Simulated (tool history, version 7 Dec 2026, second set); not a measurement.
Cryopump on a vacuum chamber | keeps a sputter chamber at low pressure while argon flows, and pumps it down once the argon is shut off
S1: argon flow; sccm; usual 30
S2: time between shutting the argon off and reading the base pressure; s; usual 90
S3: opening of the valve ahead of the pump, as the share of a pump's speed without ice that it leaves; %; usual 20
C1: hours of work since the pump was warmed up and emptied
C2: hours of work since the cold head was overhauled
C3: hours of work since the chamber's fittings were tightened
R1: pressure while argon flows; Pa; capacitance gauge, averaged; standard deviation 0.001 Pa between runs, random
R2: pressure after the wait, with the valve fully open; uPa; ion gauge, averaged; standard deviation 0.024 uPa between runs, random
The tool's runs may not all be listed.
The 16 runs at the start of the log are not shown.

run,hour,S1,S2,S3,C1,C2,C3,R1,R2
17,746,18,86,26,517,1302,930,0.1058,2.33
18,821.8,13,173,24,579,1363,991,0.084,2.08
19,884.5,13,173,24,630,1414,1042,0.0843,2.2
20,930.9,13,173,24,667,1452,1080,0.0846,2.27
21,1004.9,30,102,31,727,1512,1140,0.1548,2.71
22,1056.5,30,102,31,769,1554,1181,0.1589,2.86
# hour 1078.8: pump warmed up, emptied and cooled again
23,1120.9,57,90,41,34,1602,1230,0.2042,2.43
24,1159.9,12,180,51,66,1633,1261,0.0357,2.04
25,1232.2,30,90,35,124,1692,1320,0.1274,2.51
26,1280.9,48,90,35,164,1731,1359,0.2038,2.57
27,1327.5,48,90,35,202,1769,1397,0.2062,2.66
28,1373.2,48,90,35,239,1806,1434,0.208,2.75
29,1408.6,48,90,35,267,1835,1463,0.2081,2.76
30,1463.4,21,27,43,312,1879,1507,0.0755,4.33
31,1536.4,51,27,30,371,1939,1567,0.2601,4.33

3 options for the next run, each taken on its own from the tool as it stands now. Forecast them:
A,1593,51,27,51,417,1985,1612,?,?
B,1593,25,76,20,417,1985,1612,?,?
C,1593,45,120,57,417,1985,1612,?,?

run,R1,R2
A,0.159,4.69
B,0.1879,3.37
C,0.128,2.94
Stripped of hidden state, with their random variation kept, the same runs would have yielded:
run,R1,R2
A,0.1427,2.4
B,0.1798,1.02
C,0.1135,0.7
